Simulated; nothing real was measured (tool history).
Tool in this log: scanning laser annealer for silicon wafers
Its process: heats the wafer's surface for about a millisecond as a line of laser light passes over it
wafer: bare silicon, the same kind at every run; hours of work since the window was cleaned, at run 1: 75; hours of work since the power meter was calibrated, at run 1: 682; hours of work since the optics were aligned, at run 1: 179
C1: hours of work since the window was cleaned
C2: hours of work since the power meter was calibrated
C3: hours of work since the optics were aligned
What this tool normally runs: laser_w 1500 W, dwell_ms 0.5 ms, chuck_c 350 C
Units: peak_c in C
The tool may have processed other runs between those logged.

Run 1, day 0: usual settings; C1 75; C2 682; C3 179. Result: peak_c 1102 C.
Run 2, day 1.079: usual settings; C1 91; C2 698; C3 195. Result: peak_c 1099 C.
Run 3, day 1.633: usual settings; C1 99; C2 706; C3 203. Result: peak_c 1099 C.
Run 4, day 2.3: usual settings; C1 109; C2 716; C3 213. Result: peak_c 1098 C.
Run 5, day 3.121: usual settings; C1 121; C2 728; C3 225. Result: peak_c 1096 C.
Run 6, day 3.812: usual settings; C1 131; C2 739; C3 236. Result: peak_c 1095 C.

What will run 7 give?
Run 7, day 4.983: usual settings but dwell_ms 0.419 ms, chuck_c 384 C; C1 149; C2 756; C3 253. Result: peak_c ?.

peak_c: 1068 C
If the tool had no hidden condition, the same run with the same run-to-run variation would have returned peak_c 1100 C.

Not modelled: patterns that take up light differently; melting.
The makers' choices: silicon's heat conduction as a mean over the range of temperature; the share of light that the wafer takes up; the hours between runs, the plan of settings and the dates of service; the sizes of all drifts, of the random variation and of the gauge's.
